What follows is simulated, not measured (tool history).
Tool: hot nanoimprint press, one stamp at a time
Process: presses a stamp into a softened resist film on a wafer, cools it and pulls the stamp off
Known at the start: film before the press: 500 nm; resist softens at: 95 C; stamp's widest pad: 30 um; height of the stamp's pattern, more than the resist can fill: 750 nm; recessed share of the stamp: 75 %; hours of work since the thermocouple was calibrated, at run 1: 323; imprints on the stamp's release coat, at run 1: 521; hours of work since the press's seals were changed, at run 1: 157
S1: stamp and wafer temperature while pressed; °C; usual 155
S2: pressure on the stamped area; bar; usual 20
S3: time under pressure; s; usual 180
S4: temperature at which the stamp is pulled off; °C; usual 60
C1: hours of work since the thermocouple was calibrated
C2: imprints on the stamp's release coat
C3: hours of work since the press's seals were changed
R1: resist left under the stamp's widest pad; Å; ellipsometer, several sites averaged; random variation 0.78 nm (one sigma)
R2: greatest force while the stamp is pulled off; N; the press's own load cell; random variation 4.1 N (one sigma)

run  hour   S1    S2   S3  S4   C1   C2   C3    R1   R2
  1     0  155    20  180  60  323  521  157  1979  230
  2   4.1  155    20  323  60  325  534  159  1560  232
  3  11.5  155    20  180  49  329  558  163  1984  248
     15.4  -- plate thermocouple calibrated
  4  22.8  155    20  180  50    4  585  167  1963  247
  5  31.1  155    20  150  60    8  612  171  2107  237
  6  38.5  155  26.2  150  60   12  636  175  1855  233
  7  43.2  145  15.2  150  60   14  651  177  3876  239
  8  51.4  160    20  269  60   18  677  181  1220  232
  9  55.9  160    20  336  57   20  692  184  1112  239
     60.1  -- plate thermocouple calibrated, once more
 10  63.9  155  23.8  169  54    2  708  186  1955  252
 11    69  155  16.8  180  52    4  725  189  2235  256

Forecast each of these 5 alternatives for the next run:
  A  74.6  162  29.5  255  60   7  743  192   ?   ?
  B  74.6  155  12.4  180  51   7  743  192   ?   ?
  C  74.6  155  14.7  180  60   7  743  192   ?   ?
  D  74.6  155  24.3  213  52   7  743  192   ?   ?
  E  74.6  155  16.8  134  52   7  743  192   ?   ?

run    R1   R2
  A   950  235
  B  2570  243
  C  2375  250
  D  1761  259
  E  2499  246
Without the tool's hidden state the same runs would have given:
run    R1   R2
  A   937  194
  B  2557  201
  C  2360  206
  D  1743  214
  E  2483  203
